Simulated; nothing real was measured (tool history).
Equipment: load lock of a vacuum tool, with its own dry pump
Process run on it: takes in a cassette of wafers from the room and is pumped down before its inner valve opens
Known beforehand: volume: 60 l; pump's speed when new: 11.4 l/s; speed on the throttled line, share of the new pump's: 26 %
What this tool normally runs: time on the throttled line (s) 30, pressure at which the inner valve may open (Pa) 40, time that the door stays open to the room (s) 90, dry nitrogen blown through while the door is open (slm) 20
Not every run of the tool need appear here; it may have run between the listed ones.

run   hour  time on the throttled line (s)  pressure at which the inner valve may open (Pa)  time that the door stays open to the room (s)  dry nitrogen blown through while the door is open (slm)  incoming humidity of the room's air, %  time from the closed door until the inner valve may open (s)  rise of the pressure with all valves shut (Pa/min)
  1      0                              30                                               40                                             90                                                       20                                    43.4                                                          64.6                                                0.02
  2  167.8                              30                                               40                                             90                                                       18                                    47.9                                                          64.7                                               0.016
  3  291.3                              33                                               40                                             90                                                       18                                    43.4                                                          67.7                                               0.019
  4  395.7                              33                                               40                                             90                                                       26                                    45.6                                                          67.6                                               0.014
  5  473.3                              33                                               40                                             90                                                       26                                    43.4                                                          67.6                                               0.015
  6  613.2                              33                                               40                                             49                                                       26                                    46.4                                                          67.1                                               0.016
  7  738.6                              33                                               40                                             94                                                       13                                    45.7                                                          67.2                                               0.025

Run 8, settings as shown, results not yet in. Your forecast:
  8   887                              30                                               49                                            130                                                       20                                    45.5                                                             ?                                                   ?

time from the closed door until the inner valve may open (s): 64.5
rise of the pressure with all valves shut (Pa/min): 0.026
Had the tool carried no hidden state, the very same run would have given time from the closed door until the inner valve may open (s) 62.4, rise of the pressure with all valves shut (Pa/min) 0.023.
